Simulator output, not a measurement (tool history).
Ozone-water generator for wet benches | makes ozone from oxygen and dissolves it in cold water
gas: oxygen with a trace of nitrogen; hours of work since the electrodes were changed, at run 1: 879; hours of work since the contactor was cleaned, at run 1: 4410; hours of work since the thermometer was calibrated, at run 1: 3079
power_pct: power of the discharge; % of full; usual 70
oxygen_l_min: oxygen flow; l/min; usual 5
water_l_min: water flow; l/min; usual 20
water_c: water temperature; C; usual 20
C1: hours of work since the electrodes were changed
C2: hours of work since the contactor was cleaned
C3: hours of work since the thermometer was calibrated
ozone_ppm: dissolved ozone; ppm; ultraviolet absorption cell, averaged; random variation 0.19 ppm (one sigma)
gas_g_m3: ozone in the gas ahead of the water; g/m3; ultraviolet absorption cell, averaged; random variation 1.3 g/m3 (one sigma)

run 1 hour=0 | power_pct=70 oxygen_l_min=5 water_l_min=20 water_c=20 | C1=879 C2=4410 C3=3079 | ozone_ppm=26 gas_g_m3=235.2
run 2 hour=19 | power_pct=85 oxygen_l_min=5 water_l_min=20 water_c=20 | C1=896 C2=4426 C3=3095 | ozone_ppm=30.4 gas_g_m3=270.1
run 3 hour=43 | power_pct=85 oxygen_l_min=5 water_l_min=20 water_c=20 | C1=916 C2=4447 C3=3116 | ozone_ppm=30.5 gas_g_m3=268.9
run 4 hour=64.3 | power_pct=85 oxygen_l_min=5 water_l_min=20 water_c=20 | C1=934 C2=4465 C3=3134 | ozone_ppm=30.3 gas_g_m3=270.4
run 5 hour=90.5 | power_pct=69 oxygen_l_min=5 water_l_min=20 water_c=20 | C1=956 C2=4487 C3=3156 | ozone_ppm=26.1 gas_g_m3=231.3
run 6 hour=117.3 | power_pct=69 oxygen_l_min=5 water_l_min=20 water_c=20 | C1=979 C2=4510 C3=3179 | ozone_ppm=25.8 gas_g_m3=228.3
run 7 hour=140.4 | power_pct=69 oxygen_l_min=5 water_l_min=20 water_c=20 | C1=999 C2=4530 C3=3199 | ozone_ppm=25.9 gas_g_m3=233.8
run 8 hour=158.3 | power_pct=47 oxygen_l_min=7.42 water_l_min=20 water_c=20 | C1=1014 C2=4545 C3=3214 | ozone_ppm=20 gas_g_m3=146.2
run 9 hour=173.4 | power_pct=49 oxygen_l_min=6.97 water_l_min=13 water_c=20 | C1=1027 C2=4558 C3=3227 | ozone_ppm=26.1 gas_g_m3=154.9
run 10 hour=194.3 | power_pct=49 oxygen_l_min=6.97 water_l_min=13 water_c=20 | C1=1045 C2=4576 C3=3245 | ozone_ppm=26.5 gas_g_m3=154.9
run 11 hour=209.4 | power_pct=49 oxygen_l_min=3.07 water_l_min=13 water_c=13 | C1=1058 C2=4589 C3=3257 | ozone_ppm=28.7 gas_g_m3=223.4
run 12 hour=231.7 | power_pct=87 oxygen_l_min=2.93 water_l_min=29 water_c=18 | C1=1077 C2=4608 C3=3276 | ozone_ppm=19.9 gas_g_m3=350.6
run 13 hour=252.2 | power_pct=43 oxygen_l_min=7.24 water_l_min=22 water_c=14 | C1=1094 C2=4625 C3=3294 | ozone_ppm=19 gas_g_m3=137.2

3 ways to go on from here, each from the tool as it stands after run 13. What would each give?
run A hour=276.3 | power_pct=70 oxygen_l_min=2.75 water_l_min=18 water_c=20 | C1=1115 C2=4646 C3=3314 | ozone_ppm=? gas_g_m3=?
run B hour=276.3 | power_pct=43 oxygen_l_min=3.59 water_l_min=22 water_c=27 | C1=1115 C2=4646 C3=3314 | ozone_ppm=? gas_g_m3=?
run C hour=276.3 | power_pct=43 oxygen_l_min=7.24 water_l_min=22 water_c=20 | C1=1115 C2=4646 C3=3314 | ozone_ppm=? gas_g_m3=?

run=A ozone_ppm=25.8 gas_g_m3=303.7
run=B ozone_ppm=14.7 gas_g_m3=187.6
run=C ozone_ppm=17.4 gas_g_m3=138.5
Without the tool's hidden state the same runs would have given:
run=A ozone_ppm=26.8 gas_g_m3=308.8
run=B ozone_ppm=15.2 gas_g_m3=189.6
run=C ozone_ppm=18 gas_g_m3=140
